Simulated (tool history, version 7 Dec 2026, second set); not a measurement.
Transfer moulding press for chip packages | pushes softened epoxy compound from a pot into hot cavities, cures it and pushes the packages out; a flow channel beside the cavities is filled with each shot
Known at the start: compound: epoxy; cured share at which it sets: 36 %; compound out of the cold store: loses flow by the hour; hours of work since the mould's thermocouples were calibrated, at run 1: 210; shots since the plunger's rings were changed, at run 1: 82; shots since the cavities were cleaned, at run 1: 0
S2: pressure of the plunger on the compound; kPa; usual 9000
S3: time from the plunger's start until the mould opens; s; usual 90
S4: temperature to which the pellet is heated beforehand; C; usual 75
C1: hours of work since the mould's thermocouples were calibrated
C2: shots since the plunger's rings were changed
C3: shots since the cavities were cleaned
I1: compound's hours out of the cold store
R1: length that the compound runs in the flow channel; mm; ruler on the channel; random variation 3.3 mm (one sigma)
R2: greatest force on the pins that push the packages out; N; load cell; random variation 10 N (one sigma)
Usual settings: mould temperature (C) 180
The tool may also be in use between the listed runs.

{"run": 1, "hour": 0.0, "mould temperature (C)": 180, "S2": 9000, "S3": 90, "S4": 75, "C1": 210, "C2": 82, "C3": 0, "I1": 41.2, "R1": 659, "R2": 434}
{"run": 2, "hour": 20.7, "mould temperature (C)": 180, "S2": 9000, "S3": 90, "S4": 75, "C1": 223, "C2": 311, "C3": 229, "I1": 22.7, "R1": 706, "R2": 476}
{"run": 3, "hour": 31.2, "mould temperature (C)": 180, "S2": 9000, "S3": 90, "S4": 75, "C1": 230, "C2": 427, "C3": 345, "I1": 36.9, "R1": 671, "R2": 458}
{"hour": 44.9, "done": "cavities cleaned with cleaning compound and waxed"}
{"run": 4, "hour": 48.3, "mould temperature (C)": 180, "S2": 9000, "S3": 90, "S4": 75, "C1": 239, "C2": 599, "C3": 38, "I1": 12.5, "R1": 725, "R2": 479}
{"run": 5, "hour": 62.2, "mould temperature (C)": 180, "S2": 9000, "S3": 90, "S4": 75, "C1": 248, "C2": 751, "C3": 190, "I1": 29.2, "R1": 679, "R2": 445}
{"run": 6, "hour": 74.1, "mould temperature (C)": 180, "S2": 9000, "S3": 90, "S4": 75, "C1": 255, "C2": 883, "C3": 322, "I1": 38.1, "R1": 663, "R2": 438}
{"hour": 89.5, "done": "cavities cleaned with cleaning compound and waxed"}
{"run": 7, "hour": 91.1, "mould temperature (C)": 180, "S2": 9000, "S3": 90, "S4": 75, "C1": 265, "C2": 1054, "C3": 17, "I1": 24.1, "R1": 694, "R2": 458}
{"run": 8, "hour": 102.6, "mould temperature (C)": 180, "S2": 9000, "S3": 90, "S4": 75, "C1": 272, "C2": 1181, "C3": 144, "I1": 30.7, "R1": 685, "R2": 471}
{"run": 9, "hour": 114.5, "mould temperature (C)": 180, "S2": 9000, "S3": 90, "S4": 75, "C1": 279, "C2": 1312, "C3": 275, "I1": 23.9, "R1": 701, "R2": 462}
{"run": 10, "hour": 131.2, "mould temperature (C)": 180, "S2": 9000, "S3": 90, "S4": 75, "C1": 290, "C2": 1496, "C3": 459, "I1": 29.6, "R1": 690, "R2": 456}
{"hour": 134.4, "done": "cavities cleaned with cleaning compound and waxed"}
{"run": 11, "hour": 152.9, "mould temperature (C)": 180, "S2": 9000, "S3": 90, "S4": 75, "C1": 302, "C2": 1718, "C3": 204, "I1": 16.4, "R1": 714, "R2": 473}
{"run": 12, "hour": 169.7, "mould temperature (C)": 180, "S2": 9000, "S3": 90, "S4": 75, "C1": 313, "C2": 1904, "C3": 390, "I1": 22.1, "R1": 700, "R2": 469}
{"hour": 178.9, "done": "cavities cleaned with cleaning compound and waxed"}
{"run": 13, "hour": 181.3, "mould temperature (C)": 180, "S2": 9000, "S3": 90, "S4": 75, "C1": 319, "C2": 2015, "C3": 27, "I1": 17.9, "R1": 709, "R2": 459}
{"run": 14, "hour": 190.0, "mould temperature (C)": 180, "S2": 9000, "S3": 90, "S4": 75, "C1": 324, "C2": 2111, "C3": 123, "I1": 46.4, "R1": 643, "R2": 451}
{"run": 15, "hour": 200.3, "mould temperature (C)": 180, "S2": 9000, "S3": 90, "S4": 75, "C1": 331, "C2": 2225, "C3": 237, "I1": 27.4, "R1": 686, "R2": 448}
{"hour": 209.4, "done": "mould's thermocouples calibrated"}
{"run": 16, "hour": 221.3, "mould temperature (C)": 180, "S2": 9000, "S3": 90, "S4": 81, "C1": 7, "C2": 2434, "C3": 446, "I1": 42.4, "R1": 655, "R2": 437}
{"hour": 225.6, "done": "cavities cleaned with cleaning compound and waxed"}
{"run": 17, "hour": 242.6, "mould temperature (C)": 180, "S2": 9000, "S3": 90, "S4": 81, "C1": 20, "C2": 2652, "C3": 187, "I1": 16, "R1": 711, "R2": 471}
{"run": 18, "hour": 252.1, "mould temperature (C)": 176, "S2": 6970, "S3": 90, "S4": 75, "C1": 26, "C2": 2757, "C3": 292, "I1": 23.1, "R1": 627, "R2": 625}
{"run": 19, "hour": 266.6, "mould temperature (C)": 176, "S2": 6970, "S3": 90, "S4": 75, "C1": 35, "C2": 2917, "C3": 452, "I1": 31.1, "R1": 618, "R2": 627}
{"hour": 270.5, "done": "cavities cleaned with cleaning compound and waxed"}
{"run": 20, "hour": 282.7, "mould temperature (C)": 182, "S2": 6970, "S3": 109, "S4": 71, "C1": 44, "C2": 3078, "C3": 134, "I1": 11.2, "R1": 632, "R2": 337}
{"hour": 292.6, "done": "plunger's sealing rings changed"}
{"run": 21, "hour": 301.5, "mould temperature (C)": 182, "S2": 6970, "S3": 97, "S4": 67, "C1": 54, "C2": 98, "C3": 313, "I1": 22.9, "R1": 610, "R2": 363}
{"run": 22, "hour": 314.0, "mould temperature (C)": 186, "S2": 8080, "S3": 94, "S4": 84, "C1": 62, "C2": 236, "C3": 451, "I1": 28.1, "R1": 637, "R2": 331}
{"hour": 318.1, "done": "cavities cleaned with cleaning compound and waxed"}
{"run": 23, "hour": 327.7, "mould temperature (C)": 176, "S2": 7080, "S3": 90, "S4": 75, "C1": 69, "C2": 370, "C3": 105, "I1": 27.6, "R1": 618, "R2": 625}
{"run": 24, "hour": 340.0, "mould temperature (C)": 180, "S2": 9000, "S3": 108, "S4": 75, "C1": 77, "C2": 507, "C3": 242, "I1": 18.7, "R1": 711, "R2": 359}
{"run": 25, "hour": 348.8, "mould temperature (C)": 172, "S2": 9400, "S3": 90, "S4": 75, "C1": 82, "C2": 604, "C3": 339, "I1": 11.8, "R1": 774, "R2": 899}
{"run": 26, "hour": 360.1, "mould temperature (C)": 184, "S2": 9400, "S3": 90, "S4": 82, "C1": 89, "C2": 728, "C3": 463, "I1": 15.4, "R1": 719, "R2": 381}
{"hour": 362.8, "done": "cavities cleaned with cleaning compound and waxed"}
{"run": 27, "hour": 372.9, "mould temperature (C)": 184, "S2": 9400, "S3": 90, "S4": 82, "C1": 96, "C2": 853, "C3": 111, "I1": 27.9, "R1": 689, "R2": 363}

How the hidden state differs across the entries between the runs, from the last listed run before each to the first after it:
Between runs 3 and 4: cavities cleaned with cleaning compound and waxed (hour 44.9)
  pressure that reaches the compound, % of what is set: 99.95 -> 99.93; grip of the stained cavities, % over clean ones': 1.1 -> 0.1
Between runs 6 and 7: cavities cleaned with cleaning compound and waxed (hour 89.5)
  pressure that reaches the compound, % of what is set: 99.9 -> 99.88; grip of the stained cavities, % over clean ones': 1 -> 0.1
Between runs 10 and 11: cavities cleaned with cleaning compound and waxed (hour 134.4)
  pressure that reaches the compound, % of what is set: 99.83 -> 99.81; grip of the stained cavities, % over clean ones': 1.4 -> 0.8
Between runs 12 and 13: cavities cleaned with cleaning compound and waxed (hour 178.9)
  pressure that reaches the compound, % of what is set: 99.79 -> 99.77; grip of the stained cavities, % over clean ones': 1.3 -> 0.2
Between runs 15 and 16: mould's thermocouples calibrated (hour 209.4)
  true mould temperature over the reading, C: 0.02 -> 0; pressure that reaches the compound, % of what is set: 99.75 -> 99.73; grip of the stained cavities, % over clean ones': 0.9 -> 1.4
Between runs 16 and 17: cavities cleaned with cleaning compound and waxed (hour 225.6)
  pressure that reaches the compound, % of what is set: 99.73 -> 99.7; grip of the stained cavities, % over clean ones': 1.4 -> 0.7
Between runs 19 and 20: cavities cleaned with cleaning compound and waxed (hour 270.5)
  true mould temperature over the reading, C: 0 -> 0.01; pressure that reaches the compound, % of what is set: 99.67 -> 99.65; grip of the stained cavities, % over clean ones': 1.4 -> 0.5
Between runs 20 and 21: plunger's sealing rings changed (hour 292.6)
  pressure that reaches the compound, % of what is set: 99.65 -> 99.96; grip of the stained cavities, % over clean ones': 0.5 -> 1.1
Between runs 22 and 23: cavities cleaned with cleaning compound and waxed (hour 318.1)
  pressure that reaches the compound, % of what is set: 99.95 -> 99.93; grip of the stained cavities, % over clean ones': 1.4 -> 0.4
Between runs 26 and 27: cavities cleaned with cleaning compound and waxed (hour 362.8)
  pressure that reaches the compound, % of what is set: 99.89 -> 99.88; grip of the stained cavities, % over clean ones': 1.4 -> 0.5

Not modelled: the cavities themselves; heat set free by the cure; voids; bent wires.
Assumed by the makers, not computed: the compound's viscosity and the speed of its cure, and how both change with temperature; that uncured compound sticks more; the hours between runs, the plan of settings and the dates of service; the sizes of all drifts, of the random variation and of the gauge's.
